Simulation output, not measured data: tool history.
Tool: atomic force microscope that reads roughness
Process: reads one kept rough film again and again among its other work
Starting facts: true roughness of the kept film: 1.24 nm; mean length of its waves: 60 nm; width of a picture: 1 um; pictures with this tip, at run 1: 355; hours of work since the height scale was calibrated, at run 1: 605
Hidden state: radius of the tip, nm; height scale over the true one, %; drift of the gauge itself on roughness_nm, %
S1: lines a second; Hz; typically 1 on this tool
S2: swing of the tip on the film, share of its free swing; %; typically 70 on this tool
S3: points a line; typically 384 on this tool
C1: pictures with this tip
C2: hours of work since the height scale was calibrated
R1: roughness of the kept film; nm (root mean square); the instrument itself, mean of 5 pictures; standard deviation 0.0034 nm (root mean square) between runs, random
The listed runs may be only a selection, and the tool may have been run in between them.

run	hour	S1	S2	S3	C1	C2	R1
1	0	1	70	384	355	605	1.195
# hour 5: new tip fitted
2	25.9	1	70	728	35	618	1.209
3	50.7	1	70	728	75	631	1.208
4	64.8	1	60	384	99	638	1.22
5	91.1	1	60	384	142	651	1.215
6	109.7	1	70	405	173	661	1.205
7	123.9	1	70	405	196	668	1.2
8	156.2	0.87	84	300	249	685	1.18
9	187.1	0.87	62	311	300	700	1.201
10	210.1	1	70	742	338	712	1.194
# hour 212.5: height scale calibrated on a step standard
# hour 225.5: new tip fitted
11	234	1	56	1014	14	11	1.233
12	264.6	2.82	84	261	64	26	1.086
13	293.5	2.18	70	281	112	41	1.179
14	314.7	2.18	70	281	147	52	1.175

What if the next run were any one of these 3? Each begins from the tool's condition after run 14:
A	343	2.89	70	281	193	66	?
B	343	2.88	70	281	193	66	?
C	343	3.29	79	589	193	66	?

run	R1
A	1.159
B	1.153
C	1.096
The same runs, with their run-to-run variation unchanged, on a tool lacking any hidden condition would have given:
run	R1
A	1.159
B	1.153
C	1.097
